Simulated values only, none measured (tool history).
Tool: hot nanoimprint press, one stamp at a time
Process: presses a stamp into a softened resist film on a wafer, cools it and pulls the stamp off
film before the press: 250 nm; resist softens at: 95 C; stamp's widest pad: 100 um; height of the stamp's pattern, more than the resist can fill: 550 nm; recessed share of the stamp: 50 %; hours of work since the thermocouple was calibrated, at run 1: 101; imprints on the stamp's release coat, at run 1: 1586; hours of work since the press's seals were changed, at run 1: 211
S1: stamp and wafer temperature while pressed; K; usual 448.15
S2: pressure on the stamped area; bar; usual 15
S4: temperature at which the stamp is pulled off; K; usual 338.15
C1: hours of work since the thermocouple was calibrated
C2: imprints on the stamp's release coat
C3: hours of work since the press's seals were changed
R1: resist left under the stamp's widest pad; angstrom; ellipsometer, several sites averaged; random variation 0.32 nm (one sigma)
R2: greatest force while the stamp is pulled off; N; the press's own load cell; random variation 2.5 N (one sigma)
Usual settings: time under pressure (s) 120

{"run": 1, "hour": 0.0, "S1": 448.15, "S2": 15, "time under pressure (s)": 120, "S4": 338.15, "C1": 101, "C2": 1586, "C3": 211, "R1": 1477, "R2": 115}
{"run": 2, "hour": 19.5, "S1": 448.15, "S2": 15, "time under pressure (s)": 120, "S4": 338.15, "C1": 110, "C2": 1624, "C3": 220, "R1": 1475, "R2": 118}
{"run": 3, "hour": 29.1, "S1": 448.15, "S2": 15, "time under pressure (s)": 120, "S4": 338.15, "C1": 114, "C2": 1642, "C3": 224, "R1": 1468, "R2": 120}
{"run": 4, "hour": 46.3, "S1": 448.15, "S2": 15, "time under pressure (s)": 120, "S4": 338.15, "C1": 121, "C2": 1676, "C3": 231, "R1": 1470, "R2": 122}
{"run": 5, "hour": 55.2, "S1": 448.15, "S2": 15, "time under pressure (s)": 225, "S4": 338.15, "C1": 125, "C2": 1693, "C3": 235, "R1": 1190, "R2": 120}
{"run": 6, "hour": 71.6, "S1": 459.15, "S2": 15, "time under pressure (s)": 120, "S4": 338.15, "C1": 133, "C2": 1725, "C3": 242, "R1": 1092, "R2": 114}
{"run": 7, "hour": 81.5, "S1": 459.15, "S2": 15, "time under pressure (s)": 120, "S4": 338.15, "C1": 137, "C2": 1744, "C3": 247, "R1": 1098, "R2": 117}
{"run": 8, "hour": 90.5, "S1": 459.15, "S2": 15, "time under pressure (s)": 120, "S4": 338.15, "C1": 141, "C2": 1761, "C3": 251, "R1": 1096, "R2": 117}
{"run": 9, "hour": 107.6, "S1": 459.15, "S2": 15, "time under pressure (s)": 120, "S4": 338.15, "C1": 148, "C2": 1794, "C3": 258, "R1": 1095, "R2": 115}
{"run": 10, "hour": 117.3, "S1": 459.15, "S2": 15, "time under pressure (s)": 120, "S4": 338.15, "C1": 153, "C2": 1813, "C3": 262, "R1": 1095, "R2": 115}
{"run": 11, "hour": 133.9, "S1": 448.15, "S2": 10.2, "time under pressure (s)": 120, "S4": 338.15, "C1": 160, "C2": 1845, "C3": 270, "R1": 1690, "R2": 117}
{"run": 12, "hour": 146.5, "S1": 448.15, "S2": 20.6, "time under pressure (s)": 120, "S4": 338.15, "C1": 165, "C2": 1870, "C3": 275, "R1": 1281, "R2": 122}
{"run": 13, "hour": 164.0, "S1": 448.15, "S2": 20.6, "time under pressure (s)": 120, "S4": 338.15, "C1": 173, "C2": 1904, "C3": 283, "R1": 1281, "R2": 116}
{"run": 14, "hour": 183.2, "S1": 448.15, "S2": 15, "time under pressure (s)": 120, "S4": 338.15, "C1": 182, "C2": 1941, "C3": 291, "R1": 1462, "R2": 120}
{"run": 15, "hour": 201.1, "S1": 448.15, "S2": 15, "time under pressure (s)": 120, "S4": 338.15, "C1": 189, "C2": 1975, "C3": 299, "R1": 1458, "R2": 119}
{"run": 16, "hour": 213.6, "S1": 448.15, "S2": 15, "time under pressure (s)": 120, "S4": 338.15, "C1": 195, "C2": 2000, "C3": 305, "R1": 1455, "R2": 119}
{"run": 17, "hour": 230.4, "S1": 448.15, "S2": 10.6, "time under pressure (s)": 120, "S4": 344.15, "C1": 202, "C2": 2032, "C3": 312, "R1": 1653, "R2": 112}
{"run": 18, "hour": 243.4, "S1": 448.15, "S2": 15, "time under pressure (s)": 97, "S4": 338.15, "C1": 208, "C2": 2057, "C3": 318, "R1": 1542, "R2": 119}
{"run": 19, "hour": 257.3, "S1": 455.15, "S2": 15, "time under pressure (s)": 215, "S4": 330.15, "C1": 214, "C2": 2084, "C3": 324, "R1": 978, "R2": 127}
{"run": 20, "hour": 267.6, "S1": 439.15, "S2": 17.7, "time under pressure (s)": 112, "S4": 337.15, "C1": 219, "C2": 2104, "C3": 328, "R1": 1739, "R2": 122}
{"run": 21, "hour": 286.2, "S1": 439.15, "S2": 11.8, "time under pressure (s)": 112, "S4": 324.15, "C1": 227, "C2": 2140, "C3": 337, "R1": 1945, "R2": 132}
{"run": 22, "hour": 301.5, "S1": 450.15, "S2": 22.2, "time under pressure (s)": 66, "S4": 332.15, "C1": 234, "C2": 2170, "C3": 343, "R1": 1411, "R2": 130}
{"run": 23, "hour": 315.4, "S1": 449.15, "S2": 23.2, "time under pressure (s)": 129, "S4": 332.15, "C1": 240, "C2": 2197, "C3": 349, "R1": 1139, "R2": 125}
{"run": 24, "hour": 327.3, "S1": 455.15, "S2": 22, "time under pressure (s)": 120, "S4": 324.15, "C1": 245, "C2": 2220, "C3": 355, "R1": 999, "R2": 132}
{"run": 25, "hour": 338.9, "S1": 455.15, "S2": 22, "time under pressure (s)": 120, "S4": 324.15, "C1": 250, "C2": 2242, "C3": 360, "R1": 1002, "R2": 133}
{"hour": 340.2, "done": "gauge calibrated"}
{"run": 26, "hour": 355.5, "S1": 458.15, "S2": 15, "time under pressure (s)": 120, "S4": 339.15, "C1": 257, "C2": 2275, "C3": 367, "R1": 1128, "R2": 118}
{"hour": 364.1, "done": "plate thermocouple calibrated"}
{"run": 27, "hour": 368.9, "S1": 458.15, "S2": 15, "time under pressure (s)": 120, "S4": 339.15, "C1": 2, "C2": 2295, "C3": 372, "R1": 1130, "R2": 120}
{"run": 28, "hour": 385.4, "S1": 458.15, "S2": 15, "time under pressure (s)": 120, "S4": 339.15, "C1": 9, "C2": 2327, "C3": 379, "R1": 1123, "R2": 117}
{"hour": 394.1, "done": "stamp cleaned and given a new release coat"}
{"run": 29, "hour": 403.1, "S1": 457.15, "S2": 15, "time under pressure (s)": 120, "S4": 337.15, "C1": 14, "C2": 17, "C3": 384, "R1": 1161, "R2": 114}

5 ways to go on from here, each from the tool as it stands after run 29. What would each give?
{"run": "A", "hour": 419.1, "S1": 446.15, "S2": 15, "time under pressure (s)": 61, "S4": 327.15, "C1": 22, "C2": 48, "C3": 391, "R1": "?", "R2": "?"}
{"run": "B", "hour": 419.1, "S1": 445.15, "S2": 20.5, "time under pressure (s)": 120, "S4": 344.15, "C1": 22, "C2": 48, "C3": 391, "R1": "?", "R2": "?"}
{"run": "C", "hour": 419.1, "S1": 436.15, "S2": 15, "time under pressure (s)": 120, "S4": 337.15, "C1": 22, "C2": 48, "C3": 391, "R1": "?", "R2": "?"}
{"run": "D", "hour": 419.1, "S1": 457.15, "S2": 22.8, "time under pressure (s)": 145, "S4": 339.15, "C1": 22, "C2": 48, "C3": 391, "R1": "?", "R2": "?"}
{"run": "E", "hour": 419.1, "S1": 457.15, "S2": 15, "time under pressure (s)": 120, "S4": 328.15, "C1": 22, "C2": 48, "C3": 391, "R1": "?", "R2": "?"}

run=A R1=1829 R2=129
run=B R1=1407 R2=108
run=C R1=1938 R2=119
run=D R1=876 R2=112
run=E R1=1156 R2=128
Without the tool's hidden state the same runs would have given:
run=A R1=1836 R2=129
run=B R1=1413 R2=108
run=C R1=1946 R2=119
run=D R1=879 R2=112
run=E R1=1161 R2=128
